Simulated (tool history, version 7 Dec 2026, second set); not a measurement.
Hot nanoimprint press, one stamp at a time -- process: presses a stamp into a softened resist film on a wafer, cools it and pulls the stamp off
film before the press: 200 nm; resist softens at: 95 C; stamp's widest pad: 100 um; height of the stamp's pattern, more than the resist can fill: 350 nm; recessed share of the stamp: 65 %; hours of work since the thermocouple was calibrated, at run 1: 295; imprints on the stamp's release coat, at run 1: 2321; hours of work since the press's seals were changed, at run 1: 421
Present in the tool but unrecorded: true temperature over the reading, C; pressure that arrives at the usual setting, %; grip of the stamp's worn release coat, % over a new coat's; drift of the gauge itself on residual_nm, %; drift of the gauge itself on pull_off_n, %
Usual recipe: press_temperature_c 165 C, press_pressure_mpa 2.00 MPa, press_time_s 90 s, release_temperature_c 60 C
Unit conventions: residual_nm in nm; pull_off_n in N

| run | hour | press_temperature_c | press_pressure_mpa | press_time_s | release_temperature_c | hours of work since the thermocouple was calibrated | imprints on the stamp's release coat | hours of work since the press's seals were changed | residual_nm | pull_off_n |
|---|---|---|---|---|---|---|---|---|---|---|
| 1 | 0.0 | 165 | 2.00 | 90 | 60 | 295 | 2321 | 421 | 86.3 | 150 |
|  | 33.2 | stamp cleaned and given a new release coat |
|  | 44.0 | plate thermocouple calibrated |
| 2 | 81.2 | 165 | 2.00 | 67 | 60 | 26 | 249 | 471 | 94.2 | 154 |
| 3 | 151.8 | 165 | 2.00 | 67 | 60 | 76 | 639 | 521 | 94.4 | 151 |
| 4 | 214.9 | 165 | 2.00 | 67 | 60 | 120 | 988 | 565 | 93.6 | 152 |
| 5 | 291.2 | 165 | 2.00 | 90 | 60 | 174 | 1409 | 619 | 86.1 | 148 |
| 6 | 361.4 | 165 | 2.00 | 90 | 60 | 223 | 1797 | 668 | 85.6 | 160 |
| 7 | 407.5 | 165 | 2.00 | 90 | 56 | 255 | 2052 | 700 | 86.0 | 160 |
| 8 | 454.4 | 165 | 2.00 | 90 | 56 | 288 | 2311 | 733 | 85.7 | 155 |
|  | 491.5 | stamp cleaned and given a new release coat |
| 9 | 496.5 | 165 | 2.00 | 90 | 56 | 314 | 27 | 759 | 85.0 | 149 |
|  | 507.2 | plate thermocouple calibrated |
| 10 | 582.1 | 165 | 2.00 | 90 | 56 | 53 | 484 | 817 | 85.0 | 159 |
| 11 | 653.5 | 165 | 2.00 | 90 | 60 | 103 | 878 | 867 | 84.7 | 149 |
|  | 696.8 | press's hydraulic seals changed and the load cell set to zero |
| 12 | 721.1 | 165 | 2.00 | 90 | 60 | 145 | 1208 | 17 | 84.6 | 153 |
| 13 | 801.9 | 165 | 2.00 | 90 | 60 | 201 | 1654 | 74 | 85.4 | 147 |
| 14 | 851.2 | 165 | 2.00 | 90 | 60 | 236 | 1927 | 108 | 85.4 | 152 |
| 15 | 906.6 | 166 | 2.00 | 90 | 60 | 275 | 2232 | 147 | 82.3 | 151 |
|  | 954.3 | stamp cleaned and given a new release coat |
| 16 | 961.7 | 166 | 2.00 | 90 | 60 | 309 | 41 | 182 | 81.8 | 156 |
|  | 975.4 | plate thermocouple calibrated |
| 17 | 1009.9 | 169 | 1.53 | 90 | 60 | 24 | 290 | 214 | 85.8 | 149 |
| 18 | 1056.2 | 153 | 2.37 | 90 | 56 | 57 | 546 | 246 | 121.3 | 156 |
| 19 | 1109.3 | 160 | 2.11 | 172 | 62 | 94 | 840 | 283 | 80.1 | 154 |
| 20 | 1164.7 | 162 | 1.44 | 172 | 62 | 133 | 1146 | 322 | 92.2 | 148 |
| 21 | 1201.7 | 164 | 2.00 | 108 | 49 | 159 | 1350 | 348 | 83.3 | 169 |
| 22 | 1281.0 | 155 | 2.68 | 92 | 59 | 215 | 1788 | 404 | 103.9 | 159 |
| 23 | 1366.9 | 176 | 1.61 | 114 | 57 | 275 | 2263 | 464 | 61.2 | 160 |
|  | 1410.4 | stamp cleaned and given a new release coat |
| 24 | 1424.4 | 168 | 1.29 | 90 | 60 | 311 | 77 | 500 | 98.1 | 147 |
|  | 1435.2 | plate thermocouple calibrated |
| 25 | 1479.1 | 168 | 1.29 | 90 | 60 | 31 | 363 | 537 | 98.8 | 154 |
| 26 | 1552.3 | 168 | 2.22 | 144 | 60 | 82 | 768 | 588 | 61.3 | 150 |
| 27 | 1595.2 | 156 | 2.42 | 101 | 50 | 112 | 1005 | 618 | 103.3 | 167 |
| 28 | 1676.7 | 176 | 2.00 | 62 | 60 | 170 | 1455 | 675 | 66.4 | 154 |
| 29 | 1756.1 | 176 | 2.47 | 62 | 60 | 225 | 1894 | 731 | 57.9 | 161 |

5 options for the next run, each taken on its own from the tool as it stands now. Forecast them:
| A | 1839.4 | 165 | 2.00 | 59 | 57 | 284 | 2354 | 790 | ? | ? |
| B | 1839.4 | 165 | 2.00 | 57 | 51 | 284 | 2354 | 790 | ? | ? |
| C | 1839.4 | 167 | 2.00 | 90 | 55 | 284 | 2354 | 790 | ? | ? |
| D | 1839.4 | 172 | 1.91 | 62 | 50 | 284 | 2354 | 790 | ? | ? |
| E | 1839.4 | 176 | 1.87 | 62 | 67 | 284 | 2354 | 790 | ? | ? |

| run | residual_nm | pull_off_n |
|---|---|---|
| A | 97.8 | 160 |
| B | 99.4 | 168 |
| C | 79.8 | 165 |
| D | 78.8 | 165 |
| E | 68.8 | 144 |
What these runs would have given with no unlogged condition in the tool:
| run | residual_nm | pull_off_n |
|---|---|---|
| A | 97.7 | 157 |
| B | 99.3 | 165 |
| C | 79.7 | 163 |
| D | 78.7 | 163 |
| E | 68.7 | 142 |
